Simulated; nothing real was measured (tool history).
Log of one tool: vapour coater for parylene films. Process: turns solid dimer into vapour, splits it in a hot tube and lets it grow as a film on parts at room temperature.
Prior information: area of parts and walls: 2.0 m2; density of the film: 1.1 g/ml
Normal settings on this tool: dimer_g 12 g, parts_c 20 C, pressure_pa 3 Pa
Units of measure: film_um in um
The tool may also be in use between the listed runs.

{"run": 1, "day": 0.0, "dimer_g": 12, "parts_c": 20, "pressure_pa": 3, "film_um": 3.94}
{"run": 2, "day": 2.408, "dimer_g": 12, "parts_c": 27, "pressure_pa": 3, "film_um": 3.3}
{"run": 3, "day": 5.267, "dimer_g": 12, "parts_c": 20, "pressure_pa": 3, "film_um": 3.92}
{"run": 4, "day": 7.842, "dimer_g": 12, "parts_c": 20, "pressure_pa": 2.74, "film_um": 4.02}
{"run": 5, "day": 10.646, "dimer_g": 12, "parts_c": 20, "pressure_pa": 2.74, "film_um": 3.92}
{"run": 6, "day": 13.288, "dimer_g": 12, "parts_c": 20, "pressure_pa": 2.74, "film_um": 3.87}
{"run": 7, "day": 16.45, "dimer_g": 12, "parts_c": 20, "pressure_pa": 2.74, "film_um": 3.84}
{"day": 16.779, "done": "table's thermometer calibrated"}
{"run": 8, "day": 18.954, "dimer_g": 12, "parts_c": 18, "pressure_pa": 3, "film_um": 4.04}
{"run": 9, "day": 22.258, "dimer_g": 12, "parts_c": 18, "pressure_pa": 3, "film_um": 3.99}
{"day": 24.612, "done": "table's thermometer calibrated, once more"}
{"run": 10, "day": 25.25, "dimer_g": 12, "parts_c": 18, "pressure_pa": 3, "film_um": 3.8}
{"run": 11, "day": 27.204, "dimer_g": 12, "parts_c": 18, "pressure_pa": 3, "film_um": 3.78}
{"run": 12, "day": 28.9, "dimer_g": 12, "parts_c": 18, "pressure_pa": 3, "film_um": 3.82}
{"run": 13, "day": 30.833, "dimer_g": 11, "parts_c": 26, "pressure_pa": 4.86, "film_um": 2.63}
{"day": 32.229, "done": "trap's valve overhauled"}
{"run": 14, "day": 32.562, "dimer_g": 12, "parts_c": 15, "pressure_pa": 3.51, "film_um": 4.42}
{"run": 15, "day": 35.867, "dimer_g": 19, "parts_c": 20, "pressure_pa": 3, "film_um": 6.24}
{"run": 16, "day": 38.0, "dimer_g": 19, "parts_c": 20, "pressure_pa": 3, "film_um": 6.29}
{"run": 17, "day": 39.788, "dimer_g": 16, "parts_c": 20, "pressure_pa": 2.09, "film_um": 5.45}

Predict the results of run 18:
{"run": 18, "day": 42.342, "dimer_g": 12, "parts_c": 20, "pressure_pa": 8.62, "film_um": "?"}

{"run 18": {"film_um": 3.25}}
Minus the tool's unlogged condition, the same run would have read film_um 3.34 um.
